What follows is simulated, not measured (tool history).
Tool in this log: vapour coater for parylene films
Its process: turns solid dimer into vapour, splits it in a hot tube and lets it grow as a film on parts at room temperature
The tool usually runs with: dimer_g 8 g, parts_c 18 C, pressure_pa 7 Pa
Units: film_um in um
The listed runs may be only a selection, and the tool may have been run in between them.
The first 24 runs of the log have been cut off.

| run | hour | dimer_g | parts_c | pressure_pa | hours of work since the trap's valve was overhauled | hours of work since the table's thermometer was calibrated | film_um |
|---|---|---|---|---|---|---|---|
| 25 | 287.8 | 14 | 17 | 2.05 | 194 | 29 | 9.21 |
|  | 295.4 | table's thermometer calibrated, once more |
| 26 | 300.4 | 7 | 18 | 7 | 199 | 2 | 3.77 |
| 27 | 308.1 | 13 | 23 | 7 | 203 | 6 | 6.06 |
| 28 | 317 | 13 | 23 | 7 | 208 | 11 | 6.04 |
| 29 | 330.5 | 5 | 18 | 7 | 215 | 18 | 2.74 |
| 30 | 343.9 | 5 | 22 | 4.41 | 221 | 24 | 2.48 |
| 31 | 356.5 | 8 | 26 | 4.41 | 228 | 31 | 3.59 |
| 32 | 368 | 7 | 23 | 8.8 | 233 | 36 | 3.11 |
| 33 | 380.9 | 7 | 23 | 8.8 | 240 | 43 | 3.19 |
| 34 | 395.3 | 7 | 23 | 8.8 | 247 | 50 | 3.14 |
| 35 | 411.6 | 7 | 23 | 8.8 | 255 | 58 | 3.16 |
| 36 | 420.3 | 7 | 23 | 8.8 | 260 | 63 | 3.12 |
| 37 | 431.4 | 6 | 12 | 8.5 | 265 | 68 | 3.85 |
| 38 | 440.6 | 6 | 12 | 8.5 | 270 | 73 | 3.89 |
| 39 | 450.4 | 7 | 18 | 5.73 | 275 | 78 | 3.84 |

Branching from run 39: 5 alternative next runs. What would each branch give?
| A | 459.1 | 6 | 13 | 6.51 | 279 | 82 | ? |
| B | 459.1 | 4 | 18 | 7 | 279 | 82 | ? |
| C | 459.1 | 8 | 18 | 10.31 | 279 | 82 | ? |
| D | 459.1 | 7 | 18 | 2.36 | 279 | 82 | ? |
| E | 459.1 | 7 | 15 | 2.63 | 279 | 82 | ? |

| run | film_um |
|---|---|
| A | 3.85 |
| B | 2.2 |
| C | 4.13 |
| D | 4.26 |
| E | 4.72 |
Without the tool's hidden state the same runs would have given:
| run | film_um |
|---|---|
| A | 4.05 |
| B | 2.31 |
| C | 4.34 |
| D | 4.49 |
| E | 4.96 |
